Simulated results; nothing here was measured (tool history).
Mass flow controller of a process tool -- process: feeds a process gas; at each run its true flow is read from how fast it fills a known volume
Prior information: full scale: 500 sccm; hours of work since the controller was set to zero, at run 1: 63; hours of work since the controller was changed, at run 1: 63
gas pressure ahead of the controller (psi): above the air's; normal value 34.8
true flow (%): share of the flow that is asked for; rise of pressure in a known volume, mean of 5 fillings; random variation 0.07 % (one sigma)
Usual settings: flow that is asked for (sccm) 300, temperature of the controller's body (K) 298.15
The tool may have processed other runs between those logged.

run	hour	flow that is asked for (sccm)	gas pressure ahead of the controller (psi)	temperature of the controller's body (K)	hours of work since the controller was set to zero	hours of work since the controller was changed	true flow (%)
1	0.0	300	34.8	298.15	63	63	99.16
2	73.9	300	32.2	298.15	90	90	99.26
3	114.4	300	32.2	298.15	105	105	99.27
4	188.3	300	32.2	298.15	132	132	99.18
5	236.8	300	32.2	298.15	150	150	99.21
6	300.2	300	32.2	298.15	174	174	99.16
7	371.6	300	32.2	298.15	200	200	99.22
8	439.9	300	32.2	298.15	225	225	99.18
9	521.4	300	24.7	298.15	255	255	99.51
10	605.1	300	24.7	298.15	286	286	99.54
11	667.1	396	34.8	300.15	309	309	99.84
12	727.4	396	34.8	300.15	331	331	99.71
13	764.6	391	35.7	300.15	345	345	99.72
# hour 771.3: controller's zero set anew
14	841.3	391	35.7	300.15	26	373	99.78
15	880.8	391	23.9	302.15	40	388	100.17
16	949.3	381	23.1	293.15	66	413	99.69
17	1013.1	198	33.5	303.15	89	437	99.22
18	1068.1	444	30.0	298.15	110	457	100.13
19	1132.2	300	32.3	311.15	133	481	100.22

Here are 4 independent what-if runs from the current tool condition. What would each one return?
A	1192.5	160	34.8	305.15	155	503	?
B	1192.5	197	33.9	293.15	155	503	?
C	1192.5	300	24.1	303.15	155	503	?
D	1192.5	299	28.6	311.15	155	503	?

run	true flow (%)
A	99.37
B	98.59
C	99.96
D	100.26
With no hidden state in the tool, these same runs would have given:
run	true flow (%)
A	98.67
B	97.96
C	99.44
D	99.74
